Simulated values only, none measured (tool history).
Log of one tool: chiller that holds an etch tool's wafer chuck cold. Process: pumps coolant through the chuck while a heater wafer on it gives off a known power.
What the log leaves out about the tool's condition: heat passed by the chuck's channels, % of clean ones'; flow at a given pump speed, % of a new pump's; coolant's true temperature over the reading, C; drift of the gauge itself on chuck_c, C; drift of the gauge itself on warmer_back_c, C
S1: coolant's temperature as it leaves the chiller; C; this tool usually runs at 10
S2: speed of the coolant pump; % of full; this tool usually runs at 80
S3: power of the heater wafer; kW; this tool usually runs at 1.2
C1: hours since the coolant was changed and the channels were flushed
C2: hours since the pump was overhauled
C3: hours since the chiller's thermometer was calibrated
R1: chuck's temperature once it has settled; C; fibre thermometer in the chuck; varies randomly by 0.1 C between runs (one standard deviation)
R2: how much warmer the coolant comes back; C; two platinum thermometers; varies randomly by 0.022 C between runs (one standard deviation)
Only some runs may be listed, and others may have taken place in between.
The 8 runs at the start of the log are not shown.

run 9 day=12.175 | S1=10 S2=77 S3=1.2 | C1=2574 C2=2158 C3=2294 | R1=24.6 R2=3.39
run 10 day=13.75 | S1=10 S2=77 S3=1.2 | C1=2611 C2=2196 C3=2332 | R1=24.5 R2=3.38
run 11 day=15.179 | S1=10 S2=77 S3=1.2 | C1=2646 C2=2230 C3=2366 | R1=24.4 R2=3.41
run 12 day=16.35 | S1=10 S2=77 S3=1.2 | C1=2674 C2=2258 C3=2394 | R1=24.3 R2=3.4
run 13 day=18.383 | S1=10 S2=77 S3=1.2 | C1=2723 C2=2307 C3=2443 | R1=24.7 R2=3.41
run 14 day=19.725 | S1=10 S2=77 S3=1.2 | C1=2755 C2=2339 C3=2475 | R1=24.3 R2=3.39
run 15 day=21.45 | S1=10 S2=77 S3=1.2 | C1=2796 C2=2381 C3=2517 | R1=24.4 R2=3.44
run 16 day=23.046 | S1=10 S2=80 S3=1.2 | C1=2834 C2=2419 C3=2555 | R1=23.9 R2=3.31
run 17 day=25.092 | S1=10 S2=83 S3=1.2 | C1=2884 C2=2468 C3=2604 | R1=23.7 R2=3.25
run 18 day=26.733 | S1=3 S2=83 S3=1.2 | C1=2923 C2=2508 C3=2643 | R1=16.9 R2=3.23
run 19 day=28.412 | S1=3 S2=83 S3=1.2 | C1=2963 C2=2548 C3=2684 | R1=16.6 R2=3.24
run 20 day=29.488 | S1=15 S2=99 S3=1.213 | C1=2989 C2=2574 C3=2709 | R1=27.1 R2=2.73
run 21 day=31.062 | S1=10 S2=68 S3=1.2 | C1=3027 C2=2611 C3=2747 | R1=25.9 R2=4.01
run 22 day=32.658 | S1=14 S2=80 S3=0.798 | C1=3065 C2=2650 C3=2786 | R1=23.3 R2=2.29
run 23 day=34.625 | S1=4 S2=65 S3=1.2 | C1=3112 C2=2697 C3=2833 | R1=20.2 R2=4.25
run 24 day=35.754 | S1=0 S2=80 S3=1.2 | C1=3139 C2=2724 C3=2860 | R1=14.1 R2=3.39
run 25 day=37.638 | S1=0 S2=65 S3=1.088 | C1=3185 C2=2769 C3=2905 | R1=14.8 R2=3.87
run 26 day=39.733 | S1=17 S2=72 S3=0.635 | C1=3235 C2=2820 C3=2955 | R1=25.2 R2=2.18
run 27 day=41.688 | S1=13 S2=75 S3=0.7 | C1=3282 C2=2867 C3=3002 | R1=21.5 R2=2.27
run 28 day=42.9 | S1=16 S2=69 S3=0.656 | C1=3311 C2=2896 C3=3031 | R1=24.4 R2=2.29
run 29 day=44.642 | S1=12 S2=69 S3=0.656 | C1=3353 C2=2937 C3=3073 | R1=20.6 R2=2.35
run 30 day=46.442 | S1=12 S2=69 S3=0.656 | C1=3396 C2=2981 C3=3116 | R1=20.6 R2=2.33
run 31 day=47.588 | S1=12 S2=69 S3=0.656 | C1=3423 C2=3008 C3=3144 | R1=20.6 R2=2.36

What if the next run were any one of these 4? Each begins from the tool's condition after run 31:
run A day=48.5 | S1=8 S2=96 S3=0.656 | C1=3445 C2=3030 C3=3166 | R1=? R2=?
run B day=48.5 | S1=2 S2=86 S3=0.656 | C1=3445 C2=3030 C3=3166 | R1=? R2=?
run C day=48.5 | S1=15 S2=61 S3=0.862 | C1=3445 C2=3030 C3=3166 | R1=? R2=?
run D day=48.5 | S1=3 S2=81 S3=1.027 | C1=3445 C2=3030 C3=3166 | R1=? R2=?

run=A R1=14.7 R2=1.76
run=B R1=9.2 R2=1.98
run=C R1=27.4 R2=3.38
run=D R1=15 R2=3.01
Had the tool no hidden state, the same runs would have come out as:
run=A R1=14.6 R2=1.44
run=B R1=9.2 R2=1.65
run=C R1=27.4 R2=3.05
run=D R1=15 R2=2.68

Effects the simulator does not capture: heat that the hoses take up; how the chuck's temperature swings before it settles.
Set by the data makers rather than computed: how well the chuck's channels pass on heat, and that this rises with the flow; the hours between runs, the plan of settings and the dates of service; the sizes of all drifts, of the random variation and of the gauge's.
